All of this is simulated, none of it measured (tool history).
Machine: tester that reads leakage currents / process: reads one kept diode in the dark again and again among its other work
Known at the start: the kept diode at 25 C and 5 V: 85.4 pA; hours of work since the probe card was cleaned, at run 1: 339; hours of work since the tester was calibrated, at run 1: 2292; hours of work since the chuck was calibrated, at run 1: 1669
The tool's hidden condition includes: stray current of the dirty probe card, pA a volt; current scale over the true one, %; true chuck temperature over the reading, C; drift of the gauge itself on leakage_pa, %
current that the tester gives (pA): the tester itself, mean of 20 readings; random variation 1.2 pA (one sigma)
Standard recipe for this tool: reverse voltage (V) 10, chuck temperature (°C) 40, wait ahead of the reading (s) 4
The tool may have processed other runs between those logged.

run,hour,reverse voltage (V),chuck temperature (°C),wait ahead of the reading (s),hours of work since the probe card was cleaned,hours of work since the tester was calibrated,hours of work since the chuck was calibrated,current that the tester gives (pA)
1,0,10,40,4,339,2292,1669,442.87
2,75.3,10,40,4,389,2342,1719,442.87
3,138.7,10,40,0.64,432,2385,1762,446.49
4,181.1,10,40,7.11,460,2413,1790,445.42
5,224,10,40,7.11,488,2441,1819,444.64
6,301.3,10,40,7.11,540,2493,1870,449.06
7,341.1,10,40,4,567,2520,1897,447.19
8,416.2,10,40,4,617,2570,1947,450.36
9,491.8,10,40,4,667,2620,1997,449.93
10,539.5,10,25,4,699,2652,2029,139.44
11,595,10,40,4.27,736,2689,2066,453.16
12,646.4,10,40,4.27,770,2723,2100,453.89
# hour 703.3: chuck's temperature calibrated
13,723.1,4.8,53,0.97,820,2773,13,735.12
14,774.6,4.8,53,0.97,854,2808,48,737
15,860.7,10,40,0.31,912,2865,105,421.46
16,929.3,10,56,4,958,2911,151,1333.69
17,966.3,2.2,40,6.86,982,2935,175,189.52
18,1054.4,2.2,40,6.86,1041,2994,234,189.92
19,1100.5,12.6,40,0.78,1072,3025,265,475.28
20,1145.8,13.8,29,8.21,1102,3055,295,212.32
21,1190.9,10,49,4,1132,3085,325,817.23
22,1240.9,10.2,21,4,1166,3119,359,95.57
23,1295.1,1.6,21,4,1202,3155,395,35.47

Forecast each of these 4 alternatives for the next run:
A,1378.6,6.8,21,3.96,1257,3210,451,?
B,1378.6,4.2,29,1.71,1257,3210,451,?
C,1378.6,2.1,23,1.02,1257,3210,451,?
D,1378.6,6.1,21,4,1257,3210,451,?

run,current that the tester gives (pA)
A,77.61
B,114.07
C,48.96
D,73.23
The same runs, with their run-to-run variation unchanged, on a tool lacking any hidden condition would have given:
run,current that the tester gives (pA)
A,71.48
B,109.53
C,46.74
D,67.69
